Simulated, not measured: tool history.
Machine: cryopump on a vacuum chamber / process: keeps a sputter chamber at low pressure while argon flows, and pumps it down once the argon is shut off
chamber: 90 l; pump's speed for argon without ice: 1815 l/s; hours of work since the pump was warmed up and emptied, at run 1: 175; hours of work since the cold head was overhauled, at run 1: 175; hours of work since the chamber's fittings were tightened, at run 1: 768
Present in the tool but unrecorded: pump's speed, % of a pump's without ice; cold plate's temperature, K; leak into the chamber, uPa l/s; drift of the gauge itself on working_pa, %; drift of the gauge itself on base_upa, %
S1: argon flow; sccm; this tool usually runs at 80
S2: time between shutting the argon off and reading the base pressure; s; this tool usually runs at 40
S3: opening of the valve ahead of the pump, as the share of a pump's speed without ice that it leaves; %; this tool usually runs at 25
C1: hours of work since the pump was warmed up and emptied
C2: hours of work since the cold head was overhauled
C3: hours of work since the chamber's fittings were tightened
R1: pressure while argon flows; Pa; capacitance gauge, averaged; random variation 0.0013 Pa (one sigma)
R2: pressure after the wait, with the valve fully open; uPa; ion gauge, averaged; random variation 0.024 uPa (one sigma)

run	hour	S1	S2	S3	C1	C2	C3	R1	R2
1	0	80	40	25	175	175	768	0.3005	1.65
2	11.3	80	40	25	183	183	776	0.3017	1.65
3	23.1	80	40	25	191	191	784	0.3011	1.68
4	41.6	80	40	25	204	204	797	0.3005	1.67
5	50.8	80	21	25	211	211	804	0.2996	2.3
6	64.6	80	40	25	220	220	814	0.3004	1.65
7	75.6	80	84	25	228	228	821	0.3008	1.35
8	83.1	80	84	25	233	233	827	0.3008	1.34
9	93.5	73	40	25	241	241	834	0.2758	1.62
10	109.4	73	40	25	252	252	845	0.273	1.73
11	120.2	80	40	44	260	260	853	0.1745	1.76
12	138.3	80	40	44	272	272	866	0.1726	1.79
13	152.7	80	40	44	283	283	876	0.1741	1.76
14	165.8	80	125	44	292	292	885	0.1715	1.32
15	173.7	80	40	25	297	297	891	0.3024	1.74
16	188.3	80	40	25	308	308	901	0.3042	1.77
17	197.4	80	40	52	314	314	908	0.1473	1.79
18	208.3	80	40	25	322	322	915	0.3035	1.8
19	223.4	80	40	34	333	333	926	0.2252	1.81
20	241.4	83	40	43	345	345	939	0.1836	1.79
21	256.9	83	40	43	356	356	950	0.1852	1.86
22	273.9	90	40	20	368	368	962	0.4229	1.89
23	289.8	90	40	20	380	380	973	0.427	1.92
24	308.3	76	30	19	393	393	986	0.3795	2.19
25	325.4	76	30	19	405	405	998	0.3805	2.17
26	337.4	76	93	22	413	413	1006	0.3256	1.51
27	349.5	76	93	22	422	422	1015	0.3287	1.54
28	365.3	80	130	18	433	433	1026	0.4202	1.45
29	380	80	46	27	443	443	1037	0.2833	1.82
30	395.3	80	25	44	454	454	1047	0.1755	2.41
31	409.8	79	25	32	464	464	1058	0.2348	2.48
32	427.2	38	25	18	477	477	1070	0.1983	2.44

Pick out some run-to-run changes in R1. Of each, how much would a tool without hidden state show as well, from the settings, what came in and chance, and how much is left for the hidden state and any gauge scatter not in both results compared?
Run 16 -> 17: S3 25 -> 52. R1 -0.1569 Pa: hidden state +0.0001, all else -0.157.
Run 17 -> 18: S3 52 -> 25. R1 +0.1562 Pa: hidden state +0.0001, all else +0.1561.
Run 21 -> 22: S1 83 -> 90, S3 43 -> 20. R1 +0.2377 Pa: hidden state +0.0006, all else +0.2371.
Run 23 -> 24: S1 90 -> 76, S2 40 -> 30, S3 20 -> 19. R1 -0.0475 Pa: hidden state -0.0007, all else -0.0468.
Run 31 -> 32: S1 79 -> 38, S3 32 -> 18. R1 -0.0365 Pa: hidden state -0.0032, all else -0.0333.
